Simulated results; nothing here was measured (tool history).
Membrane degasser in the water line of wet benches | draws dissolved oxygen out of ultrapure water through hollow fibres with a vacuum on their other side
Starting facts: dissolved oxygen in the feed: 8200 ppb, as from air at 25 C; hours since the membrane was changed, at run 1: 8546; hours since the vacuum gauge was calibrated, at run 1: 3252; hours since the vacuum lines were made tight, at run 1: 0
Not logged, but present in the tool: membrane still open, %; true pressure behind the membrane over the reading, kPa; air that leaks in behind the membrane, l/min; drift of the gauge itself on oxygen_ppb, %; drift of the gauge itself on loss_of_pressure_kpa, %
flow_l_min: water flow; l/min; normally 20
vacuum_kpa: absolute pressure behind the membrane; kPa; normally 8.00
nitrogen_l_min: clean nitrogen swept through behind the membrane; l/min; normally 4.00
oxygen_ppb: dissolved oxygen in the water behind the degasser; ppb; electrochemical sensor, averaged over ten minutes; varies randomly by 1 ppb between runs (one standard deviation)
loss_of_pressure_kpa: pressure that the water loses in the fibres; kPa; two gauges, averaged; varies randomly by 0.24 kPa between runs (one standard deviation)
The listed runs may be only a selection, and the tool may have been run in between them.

run	hour	flow_l_min	vacuum_kpa	nitrogen_l_min	hours since the membrane was changed	hours since the vacuum gauge was calibrated	hours since the vacuum lines were made tight	oxygen_ppb	loss_of_pressure_kpa
1	0.0	20	8.00	4.00	8546	3252	0	109.1	65.18
2	225.5	20	8.00	4.00	8771	3477	226	108.7	65.09
# hour 359.4: vacuum gauge calibrated
3	531.3	20	8.00	4.00	9077	172	531	106.0	64.94
4	732.4	20	8.00	2.09	9278	373	732	156.7	64.70
5	892.3	20	10.89	4.00	9438	533	892	140.1	65.09
6	1107.0	20	8.00	4.00	9652	748	1107	110.8	64.64
7	1349.8	20	8.00	4.00	9895	990	1349	109.5	65.51
8	1505.8	16	9.89	5.49	10051	1146	1505	68.7	51.94
9	1808.0	13	12.28	9.44	10353	1449	1807	40.0	42.10
10	2066.7	13	12.28	9.44	10612	1707	2066	39.0	42.38
11	2211.9	13	12.28	9.44	10757	1852	2211	40.2	42.33

3 ways to go on from here, each from the tool as it stands after run 11. What would each give?
A	2412.7	13	9.68	9.08	10958	2053	2412	?	?
B	2412.7	29	17.38	5.38	10958	2053	2412	?	?
C	2412.7	13	7.32	2.33	10958	2053	2412	?	?

run	oxygen_ppb	loss_of_pressure_kpa
A	31.6	42.28
B	349.4	94.83
C	64.9	42.55
Take away the tool's hidden state, keep each run's random variation, and the runs would have read:
run	oxygen_ppb	loss_of_pressure_kpa
A	29.0	40.59
B	322.9	91.05
C	61.2	40.86
